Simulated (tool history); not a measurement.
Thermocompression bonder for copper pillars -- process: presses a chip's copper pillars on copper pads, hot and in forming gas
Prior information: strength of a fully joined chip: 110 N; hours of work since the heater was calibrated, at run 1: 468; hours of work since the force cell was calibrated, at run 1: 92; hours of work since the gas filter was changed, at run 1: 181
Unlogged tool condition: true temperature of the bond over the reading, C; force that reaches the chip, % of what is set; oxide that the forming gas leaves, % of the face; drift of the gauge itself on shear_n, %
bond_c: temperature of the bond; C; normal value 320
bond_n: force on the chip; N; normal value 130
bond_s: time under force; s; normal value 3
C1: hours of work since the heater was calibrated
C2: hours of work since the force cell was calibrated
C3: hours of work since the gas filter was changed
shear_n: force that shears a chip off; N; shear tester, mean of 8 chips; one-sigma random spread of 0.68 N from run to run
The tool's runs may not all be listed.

Run 1, hour 0.0: usual settings; C1 468; C2 92; C3 181. Result: shear_n 66.1 N.
At hour 15.6: forming gas filter changed.
Run 2, hour 27.1: usual settings; C1 480; C2 103; C3 5. Result: shear_n 68.2 N.
Run 3, hour 50.9: usual settings; C1 490; C2 114; C3 15. Result: shear_n 67.0 N.
Run 4, hour 68.8: usual settings; C1 498; C2 121; C3 23. Result: shear_n 67.7 N.
Run 5, hour 88.0: usual settings; C1 506; C2 129; C3 31. Result: shear_n 65.8 N.
Run 6, hour 120.3: usual settings but bond_n 129 N; C1 519; C2 143; C3 45. Result: shear_n 65.4 N.
Run 7, hour 141.7: usual settings; C1 529; C2 152; C3 54. Result: shear_n 65.4 N.
Run 8, hour 172.0: usual settings; C1 542; C2 165; C3 67. Result: shear_n 66.3 N.
Run 9, hour 199.2: usual settings; C1 553; C2 177; C3 78. Result: shear_n 66.2 N.
Run 10, hour 226.3: usual settings; C1 565; C2 188; C3 90. Result: shear_n 65.6 N.
Run 11, hour 249.1: usual settings; C1 574; C2 198; C3 99. Result: shear_n 65.1 N.
Run 12, hour 265.5: usual settings but bond_n 159 N; C1 581; C2 205; C3 106. Result: shear_n 74.2 N.
Run 13, hour 289.2: usual settings but bond_n 159 N; C1 591; C2 215; C3 117. Result: shear_n 72.1 N.
Run 14, hour 319.5: usual settings; C1 604; C2 228; C3 129. Result: shear_n 64.9 N.
Run 15, hour 348.5: usual settings; C1 617; C2 240; C3 142. Result: shear_n 64.1 N.
Run 16, hour 364.8: usual settings but bond_c 343 C, bond_n 98 N; C1 624; C2 247; C3 149. Result: shear_n 68.4 N.
At hour 369.3: heater calibrated with a thermocouple chip.
Run 17, hour 384.4: usual settings but bond_n 129 N; C1 6; C2 255; C3 156. Result: shear_n 61.4 N.
Run 18, hour 403.3: usual settings but bond_c 295 C, bond_n 146 N, bond_s 5 s; C1 14; C2 263; C3 164. Result: shear_n 60.1 N.
Run 19, hour 436.8: usual settings but bond_c 314 C, bond_n 140 N, bond_s 2 s; C1 29; C2 277; C3 179. Result: shear_n 53.7 N.
At hour 460.4: forming gas filter changed.
Run 20, hour 464.1: usual settings but bond_c 331 C, bond_n 140 N, bond_s 7 s; C1 40; C2 289; C3 2. Result: shear_n 89.9 N.
Run 21, hour 492.4: usual settings but bond_c 331 C, bond_n 181 N, bond_s 4 s; C1 52; C2 301; C3 14. Result: shear_n 88.4 N.
At hour 498.5: heater calibrated with a thermocouple chip, once more.
Run 22, hour 525.4: usual settings but bond_c 337 C, bond_s 2 s; C1 11; C2 314; C3 27. Result: shear_n 72.8 N.
Run 23, hour 549.2: usual settings but bond_c 311 C, bond_n 155 N; C1 22; C2 324; C3 37. Result: shear_n 70.5 N.
Run 24, hour 567.7: usual settings but bond_c 311 C, bond_n 193 N, bond_s 4 s; C1 29; C2 332; C3 45. Result: shear_n 84.9 N.
Run 25, hour 591.3: usual settings but bond_c 330 C; C1 40; C2 342; C3 55. Result: shear_n 75.0 N.
Run 26, hour 605.0: usual settings but bond_c 317 C; C1 45; C2 348; C3 61. Result: shear_n 66.6 N.
Run 27, hour 624.5: usual settings but bond_c 317 C; C1 54; C2 356; C3 69. Result: shear_n 65.8 N.
Run 28, hour 655.1: usual settings but bond_c 317 C; C1 67; C2 369; C3 82. Result: shear_n 66.4 N.
Run 29, hour 673.6: usual settings but bond_c 346 C, bond_n 108 N; C1 75; C2 377; C3 90. Result: shear_n 76.4 N.

Consider 3 possible next runs. They are alternatives, not a sequence: every one starts from the tool as it was left by run 29. What does each give?
Run A, hour 697.3: usual settings but bond_c 302 C, bond_n 108 N, bond_s 5 s; C1 85; C2 387; C3 100. Result: shear_n ?.
Run B, hour 697.3: usual settings but bond_c 315 C, bond_n 108 N, bond_s 6 s; C1 85; C2 387; C3 100. Result: shear_n ?.
Run C, hour 697.3: usual settings but bond_c 346 C, bond_n 104 N, bond_s 5 s; C1 85; C2 387; C3 100. Result: shear_n ?.

run  shear_n
  A     58.0
  B     70.3
  C     83.7
With no hidden state in the tool, these same runs would have given:
run  shear_n
  A     60.8
  B     73.4
  C     87.0
